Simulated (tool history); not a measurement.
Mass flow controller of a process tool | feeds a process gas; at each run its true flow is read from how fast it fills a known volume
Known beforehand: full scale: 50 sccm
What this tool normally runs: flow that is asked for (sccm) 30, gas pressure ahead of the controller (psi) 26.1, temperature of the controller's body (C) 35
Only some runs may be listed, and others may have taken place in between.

run     hour  flow that is asked for (sccm)  gas pressure ahead of the controller (psi)  temperature of the controller's body (C)  true flow (%)
  1      0.0                             30                                        26.1                                        35         100.40
  2    481.1                             30                                        26.1                                        35         100.36
  3    782.7                             30                                        22.9                                        35         100.44
  4   1188.7                             30                                        26.1                                        35         100.54
  5   1664.1                             30                                        26.1                                        35         100.68
  6   1962.1                             30                                        26.1                                        35         100.75
  7   2217.1                             16                                        26.1                                        35         100.50
  8   2755.3                             16                                        26.1                                        35         100.67
  9   3164.4                             16                                        26.1                                        35         100.66
 10   3393.2                             30                                        24.5                                        35         100.75
 11   3717.3                             30                                        24.5                                        35         100.88
 12   4032.2                             25                                        26.1                                        35         100.85
 13   4535.0                             25                                        26.1                                        35         100.88
 14   4997.3                             30                                        26.1                                        35         101.26
 15   5322.5                             30                                        26.1                                        35         101.06
 16   5789.1                             30                                        26.1                                        35         101.13
 17   6116.0                             30                                        26.1                                        35         101.28
 18   6494.4                             30                                        31.5                                        35         101.38
 19   6959.7                              6                                        26.1                                        35         103.72
 20   7187.6                              6                                        26.1                                        35         103.87
 21   7744.6                             30                                        26.1                                        35         101.40
 22   8042.9                             30                                        26.1                                        35         101.45
      8202.4  -- controller's zero set anew
 23   8320.8                             30                                        24.9                                        35         100.56
 24   8726.4                             30                                        24.9                                        40         101.15
 25   9175.4                             30                                        24.9                                        40         101.19
 26   9669.0                             14                                        23.8                                        24          99.22
 27  10135.1                             29                                        34.8                                        34         100.97
 28  10657.9                             29                                        34.8                                        34         101.04
 29  10919.9                             29                                        34.8                                        34         101.32
 30  11296.1                             30                                        21.8                                        22          99.72
 31  11583.2                             30                                        22.6                                        22          99.73
 32  12101.8                             30                                        40.0                                        35         101.63
 33  12634.6                             30                                        40.0                                        35         101.78
 34  13109.9                             14                                        27.6                                        35         100.90
 35  13540.3                             14                                        27.6                                        35         101.02
 36  14058.7                             14                                        27.6                                        35         101.22
 37  14364.8                             14                                        36.4                                        27         100.83
 38  14701.6                             21                                        21.2                                        27         100.35
 39  15071.1                             25                                        28.0                                        35         101.51
 40  15321.1                             25                                        28.3                                        27         100.81
 41  15655.7                             11                                        36.3                                        20         100.66
 42  16129.5                             11                                        36.3                                        20         100.73
 43  16466.9                             11                                        25.4                                        27         101.08
 44  16907.3                             11                                        25.4                                        27         101.27
 45  17452.6                             35                                        25.4                                        27         101.11
 46  17726.0                             35                                        25.4                                        31         101.52
 47  18069.5                             35                                        25.4                                        31         101.58

Measured result minus the same run's result without the hidden state. Both carry the same run-to-run variation, though not necessarily the same gauge scatter:
The hidden state here: flow at rest that the sensor doesn't see, % of full scale; true flow over the shown one, %; drift of the gauge itself on true_pct, %.
run  true flow (%)
  1          +0.58
  2          +0.64
  3          +0.68
  4          +0.74
  5          +0.79
  6          +0.82
  7          +1.35
  8          +1.46
  9          +1.53
 10          +1.01
 11          +1.05
 12          +1.23
 13          +1.30
 14          +1.22
 15          +1.27
 16          +1.32
 17          +1.37
 18          +1.42
 19          +5.04
 20          +5.14
 21          +1.57
 22          +1.61
 23          +0.77
 24          +0.82
 25          +0.88
 26          +1.17
 27          +1.01
 28          +1.08
 29          +1.11
 30          +1.15
 31          +1.19
 32          +1.25
 33          +1.31
 34          +1.86
 35          +1.95
 36          +2.07
 37          +2.12
 38          +1.81
 39          +1.74
 40          +1.77
 41          +2.75
 42          +2.86
 43          +2.94
 44          +3.05
 45          +1.82
 46          +1.85
 47          +1.89
